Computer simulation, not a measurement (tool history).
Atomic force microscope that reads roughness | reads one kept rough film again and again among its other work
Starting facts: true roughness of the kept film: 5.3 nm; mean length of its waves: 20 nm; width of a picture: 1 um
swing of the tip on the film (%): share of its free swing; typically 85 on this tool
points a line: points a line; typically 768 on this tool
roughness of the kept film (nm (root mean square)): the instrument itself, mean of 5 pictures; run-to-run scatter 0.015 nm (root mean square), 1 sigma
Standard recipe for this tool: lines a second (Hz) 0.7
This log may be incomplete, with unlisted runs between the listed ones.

run    hour  lines a second (Hz)  swing of the tip on the film (%)  points a line  roughness of the kept film (nm (root mean square))
  1       0                  0.7                                85            768                                               2.665
  2    38.6                  0.7                                85            285                                               1.689
       43.9  -- new tip fitted
  3    70.7                  0.7                                85            285                                               2.315
      103.1  -- new tip fitted
  4   144.1                  0.7                                85            768                                               1.912
      163.6  -- new tip fitted
  5   216.3                  0.7                                85            752                                               1.779
      221.6  -- new tip fitted
  6   260.3                1.986                                85            752                                               1.715
      282.2  -- new tip fitted
  7   318.4                1.986                                85            752                                                1.83
      344.2  -- new tip fitted
  8   359.8                1.986                                85            752                                               2.257
  9   389.8                  0.7                                85            768                                                1.83
      405.7  -- new tip fitted
 10   435.2                  0.7                                77            768                                               2.287
      464.4  -- new tip fitted
 11   503.5                  0.7                                77            768                                               2.126
      524.4  -- new tip fitted
 12   540.2                  0.7                                85            768                                               2.631
      581.7  -- new tip fitted
 13   613.7                  0.7                                85            450                                               2.188
      641.9  -- new tip fitted
 14   672.5                  0.7                                85           1011                                               2.245
      701.2  -- new tip fitted
 15   702.9                  0.7                                85            376                                               3.279
 16   744.9                  0.7                                85            768                                               1.906
      758.9  -- new tip fitted
 17   800.6                  0.7                                85            768                                               1.883
      818.4  -- new tip fitted
 18   861.6                  0.7                                85            768                                               1.887
      878.7  -- new tip fitted
 19   926.5                1.117                                85            847                                               1.667
      936.3  -- new tip fitted
 20   968.2                0.609                                85            434                                               2.155
      994.6  -- new tip fitted
 21  1013.7                0.609                                85            434                                               2.453
     1056.9  -- new tip fitted
 22  1060.2                2.733                                85            434                                               2.631
     1115.2  -- new tip fitted
 23  1126.8                2.733                                85            434                                               2.259
     1175.4  -- new tip fitted
 24  1187.3                  0.7                                64            259                                               2.967
 25  1218.7                2.173                                64            396                                                1.91
     1236.2  -- new tip fitted
 26  1273.8                2.173                                64            396                                               2.005
     1295.8  -- new tip fitted
 27  1322.1                2.173                                64            396                                               2.242
     1356.3  -- new tip fitted
 28  1376.1                  0.7                                85            411                                                2.61
     1417.6  -- new tip fitted
 29  1420.1                1.313                                84            488                                               3.015
 30  1470.3                0.802                                85            768                                               1.709
     1476.6  -- new tip fitted
 31  1507.8                 3.33                                85            768                                               1.662
       1535  -- new tip fitted
 32  1568.8                  0.7                                60           1022                                               2.237
       1597  -- new tip fitted
 33    1625                3.339                                60           1022                                               2.153
     1660.9  -- new tip fitted
 34  1687.9                2.339                                85            952                                               1.926
     1719.5  -- new tip fitted
 35  1744.9                2.339                                86            834                                               1.857
     1778.1  -- new tip fitted
 36  1782.3                2.339                                58            795                                               3.197

For some of the steps in roughness of the kept film (nm (root mean square)) from one run to the next: how much would appear even if the tool had no hidden state, given the settings, what came in and random variation, and how much remains for the hidden state plus any gauge scatter that the measured result and the result without hidden state don't share?
The tool's hidden condition here consists of: radius of the tip, nm; height scale over the true one, %; drift of the gauge itself on roughness_nm, %.
Run 14 -> 15: points a line 1011 -> 376, new tip fitted. roughness of the kept film (nm (root mean square)) +1.034: hidden state +1.095, all else -0.061.
Run 15 -> 16: points a line 376 -> 768. roughness of the kept film (nm (root mean square)) -1.373: hidden state -1.401, all else +0.028.
Run 29 -> 30: lines a second (Hz) 1.313 -> 0.802, swing of the tip on the film (%) 84 -> 85, points a line 488 -> 768. roughness of the kept film (nm (root mean square)) -1.306: hidden state -1.497, all else +0.191.
Run 35 -> 36: swing of the tip on the film (%) 86 -> 58, points a line 834 -> 795, new tip fitted. roughness of the kept film (nm (root mean square)) +1.34: hidden state +0.635, all else +0.705.
